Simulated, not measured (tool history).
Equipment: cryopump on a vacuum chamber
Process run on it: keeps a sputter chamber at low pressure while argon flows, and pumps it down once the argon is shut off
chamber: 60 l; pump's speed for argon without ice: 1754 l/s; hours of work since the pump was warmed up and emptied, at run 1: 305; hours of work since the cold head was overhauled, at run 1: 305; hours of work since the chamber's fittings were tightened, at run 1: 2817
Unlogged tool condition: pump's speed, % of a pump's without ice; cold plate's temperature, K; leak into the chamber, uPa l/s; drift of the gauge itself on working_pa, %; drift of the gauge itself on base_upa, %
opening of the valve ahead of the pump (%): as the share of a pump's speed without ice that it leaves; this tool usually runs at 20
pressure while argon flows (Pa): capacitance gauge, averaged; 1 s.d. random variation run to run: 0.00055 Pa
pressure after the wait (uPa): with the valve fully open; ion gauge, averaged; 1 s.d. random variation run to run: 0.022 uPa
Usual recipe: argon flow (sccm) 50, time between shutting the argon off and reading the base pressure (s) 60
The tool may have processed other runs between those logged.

run	hour	argon flow (sccm)	time between shutting the argon off and reading the base pressure (s)	opening of the valve ahead of the pump (%)	hours of work since the pump was warmed up and emptied	hours of work since the cold head was overhauled	hours of work since the chamber's fittings were tightened	pressure while argon flows (Pa)	pressure after the wait (uPa)
1	0	50	60	20	305	305	2817	0.2434	1.84
2	62.5	50	60	20	349	349	2861	0.2444	1.84
3	124.6	50	60	20	392	392	2904	0.2434	1.95
4	169.4	50	60	20	423	423	2936	0.2437	1.92
5	218	50	60	20	457	457	2970	0.2445	1.94
6	292.8	50	60	20	509	509	3022	0.2449	2.01
7	384	50	228	20	573	573	3085	0.246	1.74
8	433.5	50	228	20	608	608	3120	0.2453	1.8
9	508.5	50	228	20	660	660	3172	0.2465	1.83
10	607.8	50	228	20	729	729	3242	0.2461	1.91
11	678.9	89	60	20	779	779	3291	0.4399	2.22
12	771.2	56	60	20	843	843	3356	0.2773	2.2
13	818.8	56	32	20	877	877	3389	0.2776	2.54
14	894.5	84	21	41	929	929	3442	0.2103	3.03
15	967.3	84	21	41	980	980	3493	0.2109	3.12
# hour 1046.5: pump warmed up, emptied and cooled again
16	1064.8	41	21	54	13	1045	3557	0.0736	2.77
17	1145.9	81	60	52	69	1101	3614	0.1523	2.19
18	1243.5	50	60	29	137	1170	3682	0.1683	2.25
# hour 1296.8: leaking fittings of the chamber tightened, without venting
19	1341.9	50	60	29	205	1237	31	0.1681	0.53
20	1396.7	62	155	29	243	1275	70	0.2095	0.38
21	1442.3	22	49	56	275	1307	102	0.0385	0.73
22	1516.7	93	60	48	327	1359	153	0.1928	0.62
23	1615.9	93	60	48	396	1428	223	0.1927	0.68
24	1672.7	93	60	48	436	1468	262	0.1942	0.67
25	1764.2	93	60	48	500	1532	326	0.1947	0.72
26	1826.8	93	91	34	543	1575	370	0.272	0.63

What differs in the tool's unlogged condition from the final listed run ahead of each entry between runs to the first listed run following it?
Logged between run 15 and run 16: pump warmed up, emptied and cooled again (hour 1046.5)
  pump's speed, % of a pump's without ice: 87.5 -> 99.8; cold plate's temperature, K: 12.79 -> 12.82; leak into the chamber, uPa l/s: 3020 -> 3077
  the result without the hidden state subtracted from the measured one, pressure while argon flows (Pa): +0.013 -> +0.0007; pressure after the wait (uPa): +1.89 -> +1.6
Logged between run 18 and run 19: leaking fittings of the chamber tightened, without venting (hour 1296.8)
  pump's speed, % of a pump's without ice: 98.3 -> 97.5; cold plate's temperature, K: 12.88 -> 12.92; leak into the chamber, uPa l/s: 3181 -> 352
  the result without the hidden state subtracted from the measured one, pressure while argon flows (Pa): +0.0017 -> +0.0021; pressure after the wait (uPa): +1.72 -> +0.04
